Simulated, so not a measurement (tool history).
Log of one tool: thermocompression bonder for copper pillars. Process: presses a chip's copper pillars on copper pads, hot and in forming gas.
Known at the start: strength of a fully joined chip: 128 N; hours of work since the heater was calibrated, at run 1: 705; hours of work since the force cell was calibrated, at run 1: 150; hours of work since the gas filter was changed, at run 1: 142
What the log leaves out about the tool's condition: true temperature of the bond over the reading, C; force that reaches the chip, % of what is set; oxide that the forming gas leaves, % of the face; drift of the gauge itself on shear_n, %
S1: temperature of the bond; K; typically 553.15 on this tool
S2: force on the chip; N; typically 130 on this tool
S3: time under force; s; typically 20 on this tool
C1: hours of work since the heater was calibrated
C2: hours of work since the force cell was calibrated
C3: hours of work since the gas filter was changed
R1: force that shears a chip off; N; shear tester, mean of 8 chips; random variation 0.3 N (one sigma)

| run | day | S1 | S2 | S3 | C1 | C2 | C3 | R1 |
|---|---|---|---|---|---|---|---|---|
| 1 | 0 | 553.15 | 130 | 20 | 705 | 150 | 142 | 55.9 |
| 2 | 0.262 | 553.15 | 130 | 20 | 708 | 153 | 146 | 55.3 |
| 3 | 0.488 | 553.15 | 118 | 20 | 711 | 156 | 149 | 52.1 |
| 4 | 0.704 | 553.15 | 118 | 20 | 714 | 159 | 151 | 51.7 |
| 5 | 0.988 | 553.15 | 118 | 20 | 718 | 163 | 155 | 52.1 |
| 6 | 1.35 | 553.15 | 130 | 20 | 722 | 167 | 160 | 54.7 |
| 7 | 1.733 | 553.15 | 130 | 20 | 727 | 172 | 164 | 55.4 |
| 8 | 2.062 | 553.15 | 130 | 20 | 731 | 176 | 169 | 54.6 |
| 9 | 2.333 | 553.15 | 130 | 20 | 735 | 180 | 172 | 55.3 |
| 10 | 2.558 | 553.15 | 130 | 20 | 738 | 183 | 175 | 55.4 |
| 11 | 2.929 | 553.15 | 130 | 20 | 743 | 187 | 180 | 54.7 |
| 12 | 3.162 | 553.15 | 130 | 20 | 746 | 190 | 183 | 55.1 |
| 13 | 3.521 | 553.15 | 130 | 20 | 750 | 195 | 187 | 54.6 |
| 14 | 3.788 | 553.15 | 130 | 20 | 753 | 198 | 191 | 54.7 |
| 15 | 4.096 | 553.15 | 130 | 20 | 757 | 202 | 195 | 55 |
| 16 | 4.358 | 557.15 | 130 | 20 | 761 | 206 | 198 | 57.5 |
| 17 | 4.646 | 553.15 | 130 | 46 | 764 | 209 | 202 | 72.1 |
| 18 | 5.017 | 553.15 | 186 | 20 | 769 | 214 | 206 | 68.2 |
| 19 | 5.338 | 553.15 | 186 | 20 | 773 | 218 | 210 | 68.6 |
| 20 | 5.629 | 553.15 | 186 | 20 | 777 | 222 | 214 | 68.8 |
| 21 | 5.929 | 524.15 | 173 | 20 | 781 | 226 | 218 | 47.4 |
| 22 | 6.225 | 524.15 | 173 | 20 | 785 | 229 | 222 | 47.2 |
| 23 | 6.612 | 532.15 | 112 | 19 | 790 | 234 | 227 | 37.2 |
| 24 | 6.829 | 577.15 | 142 | 17 | 792 | 237 | 229 | 68.4 |
| 25 | 7.225 | 577.15 | 142 | 17 | 797 | 242 | 235 | 68.8 |
| 26 | 7.55 | 577.15 | 142 | 17 | 801 | 246 | 239 | 69.3 |
| 27 | 7.733 | 541.15 | 103 | 41 | 804 | 249 | 241 | 52.5 |
| 28 | 7.983 | 541.15 | 103 | 41 | 807 | 252 | 244 | 52.5 |
| 29 | 8.208 | 539.15 | 130 | 20 | 810 | 255 | 247 | 45.8 |
| 30 | 8.388 | 582.15 | 185 | 46 | 812 | 257 | 249 | 101.7 |
| 31 | 8.554 | 582.15 | 187 | 15 | 814 | 259 | 251 | 79.9 |
| 32 | 8.904 | 559.15 | 186 | 15 | 819 | 264 | 256 | 65.8 |
| 33 | 9.112 | 556.15 | 82 | 34 | 821 | 266 | 259 | 49.9 |
| 34 | 9.308 | 533.15 | 109 | 20 | 824 | 269 | 261 | 37.3 |
| 35 | 9.512 | 570.15 | 130 | 19 | 827 | 271 | 264 | 62.8 |

Hidden state or all else? Some run-to-run changes of R1, split into what the settings, what came in and random variation would give without the hidden state, and what is left for the hidden state (with any gauge scatter that isn't in both results):
Run 23 -> 24: S1 532.15 -> 577.15, S2 112 -> 142, S3 19 -> 17. R1 +31.2 N: hidden state -1.6, all else +32.8.
Run 29 -> 30: S1 539.15 -> 582.15, S2 130 -> 185, S3 20 -> 46. R1 +55.9 N: hidden state -4.1, all else +60.
Run 30 -> 31: S2 185 -> 187, S3 46 -> 15. R1 -21.8 N: hidden state +1.8, all else -23.6.
Run 34 -> 35: S1 533.15 -> 570.15, S2 109 -> 130, S3 20 -> 19. R1 +25.5 N: hidden state -1.5, all else +27.
